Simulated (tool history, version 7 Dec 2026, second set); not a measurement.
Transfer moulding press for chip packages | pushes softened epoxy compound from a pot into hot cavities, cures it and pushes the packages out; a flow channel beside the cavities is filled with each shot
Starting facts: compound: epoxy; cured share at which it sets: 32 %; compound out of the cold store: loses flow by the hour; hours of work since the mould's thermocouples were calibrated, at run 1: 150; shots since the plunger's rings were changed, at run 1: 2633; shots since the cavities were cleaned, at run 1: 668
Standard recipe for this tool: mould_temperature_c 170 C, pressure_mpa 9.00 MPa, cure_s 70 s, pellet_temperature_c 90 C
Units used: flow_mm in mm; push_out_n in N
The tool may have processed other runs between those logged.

run	hour	mould_temperature_c	pressure_mpa	cure_s	pellet_temperature_c	hours of work since the mould's thermocouples were calibrated	shots since the plunger's rings were changed	shots since the cavities were cleaned	incoming compound's hours out of the cold store	flow_mm	push_out_n
1	0.0	170	9.00	70	90	150	2633	668	44.1	554	1163
# hour 9.6: cavities cleaned with cleaning compound and waxed
2	25.0	168	9.00	70	90	167	2991	235	40.2	561	1662
3	43.6	170	9.00	70	90	180	3274	518	25.8	590	1493
# hour 64.4: cavities cleaned with cleaning compound and waxed
4	70.8	170	9.00	70	90	198	3664	97	27.3	582	841
# hour 85.4: plunger's sealing rings changed
5	93.8	170	9.00	70	90	212	127	409	41.7	580	1057
# hour 120.6: cavities cleaned with cleaning compound and waxed
6	121.8	170	9.00	70	90	231	530	18	25.6	617	696
7	150.7	170	9.00	70	90	251	970	458	40.5	575	1110
8	166.4	170	9.46	70	90	262	1208	696	42.0	583	1182
# hour 173.8: cavities cleaned with cleaning compound and waxed
# hour 188.3: cavities cleaned with cleaning compound and waxed, once more
9	197.2	163	9.00	71	90	281	1631	134	29.1	611	1310
10	213.3	168	9.00	63	90	293	1877	380	31.2	595	1561
11	236.6	168	9.00	63	90	309	2230	733	24.6	607	1858

Each row is a separate what-if for the run after 11, all from the same tool condition, not one after another. Results?
# hour 242.8: cavities cleaned with cleaning compound and waxed
A	260.2	168	7.53	70	96	324	2567	265	20.3	?	?
# hour 242.8: cavities cleaned with cleaning compound and waxed
B	260.2	163	9.00	75	90	324	2567	265	41.2	?	?
# hour 242.8: cavities cleaned with cleaning compound and waxed
C	260.2	171	9.00	70	82	324	2567	265	17.5	?	?

run	flow_mm	push_out_n
A	565	1147
B	575	1281
C	620	1022
Without the tool's hidden state the same runs would have given:
run	flow_mm	push_out_n
A	588	715
B	598	798
C	645	640
